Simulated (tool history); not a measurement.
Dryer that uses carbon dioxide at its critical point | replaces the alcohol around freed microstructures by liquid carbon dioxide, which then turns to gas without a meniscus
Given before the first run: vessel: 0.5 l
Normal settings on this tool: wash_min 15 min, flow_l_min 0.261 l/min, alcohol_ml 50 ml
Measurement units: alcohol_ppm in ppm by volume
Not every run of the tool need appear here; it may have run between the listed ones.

| run | hour | wash_min | flow_l_min | alcohol_ml | alcohol_ppm |
|---|---|---|---|---|---|
| 1 | 0 | 15 | 0.261 | 50 | 97 |
| 2 | 6.1 | 15 | 0.261 | 50 | 83 |
| 3 | 13.5 | 15 | 0.261 | 97 | 178 |
| 4 | 22.3 | 15 | 0.261 | 97 | 173 |
| 5 | 33.2 | 15 | 0.261 | 37 | 84 |
| 6 | 44 | 15 | 0.261 | 37 | 79 |
| 7 | 52.5 | 15 | 0.405 | 37 | 28 |
| 8 | 63.3 | 15 | 0.405 | 37 | 42 |
| 9 | 67.9 | 15 | 0.261 | 34 | 98 |
| 10 | 75.2 | 15 | 0.261 | 34 | 95 |
|  | 79 | inlet filter changed |
| 11 | 83.6 | 15 | 0.261 | 50 | 87 |
| 12 | 91.4 | 15 | 0.195 | 50 | 340 |
| 13 | 97.7 | 15 | 0.33 | 50 | 48 |
| 14 | 104.6 | 15 | 0.261 | 50 | 98 |
| 15 | 113 | 15 | 0.261 | 50 | 97 |
| 16 | 122.1 | 15 | 0.261 | 50 | 97 |
| 17 | 131 | 15 | 0.261 | 50 | 101 |
| 18 | 141.5 | 9 | 0.261 | 50 | 1088 |
| 19 | 151.8 | 13 | 0.261 | 50 | 200 |
| 20 | 157 | 9 | 0.261 | 81 | 1756 |
| 21 | 162 | 22 | 0.338 | 60 | 67 |
| 22 | 171.9 | 22 | 0.338 | 60 | 63 |
| 23 | 182.1 | 15 | 0.261 | 22 | 96 |
| 24 | 187.7 | 15 | 0.18 | 50 | 555 |
| 25 | 192.4 | 13 | 0.18 | 50 | 1042 |
| 26 | 198.8 | 22 | 0.172 | 27 | 110 |
| 27 | 206.4 | 20 | 0.277 | 43 | 74 |
| 28 | 217.5 | 20 | 0.277 | 43 | 82 |
| 29 | 225.5 | 20 | 0.277 | 43 | 83 |
| 30 | 230.6 | 17 | 0.235 | 50 | 125 |
| 31 | 235.4 | 21 | 0.261 | 25 | 78 |
| 32 | 243 | 15 | 0.434 | 50 | 85 |
| 33 | 249.1 | 15 | 0.401 | 50 | 81 |
| 34 | 258.5 | 15 | 0.226 | 46 | 219 |
| 35 | 265.4 | 24 | 0.242 | 59 | 97 |
| 36 | 270.9 | 11 | 0.261 | 45 | 464 |
| 37 | 276 | 11 | 0.261 | 45 | 482 |

For some of the steps in alcohol_ppm from one run to the next: how much would appear even if the tool had no hidden state, given the settings, what came in and random variation, and how much remains for the hidden state plus any gauge scatter that the measured result and the result without hidden state don't share?
What the log doesn't record here: flow that reaches the vessel past the clogged filter, %; alcohol in the recycled carbon dioxide, ppm; drift of the gauge itself on alcohol_ppm, %.
Run 17 -> 18: wash_min 15 -> 9. alcohol_ppm +987 ppm by volume: hidden state +47, all else +940.
Run 19 -> 20: wash_min 13 -> 9, alcohol_ml 50 -> 81. alcohol_ppm +1556 ppm by volume: hidden state +88, all else +1468.
Run 20 -> 21: wash_min 9 -> 22, flow_l_min 0.261 -> 0.338, alcohol_ml 81 -> 60. alcohol_ppm -1689 ppm by volume: hidden state -95, all else -1594.
Run 25 -> 26: wash_min 13 -> 22, flow_l_min 0.18 -> 0.172, alcohol_ml 50 -> 27. alcohol_ppm -932 ppm by volume: hidden state -69, all else -863.
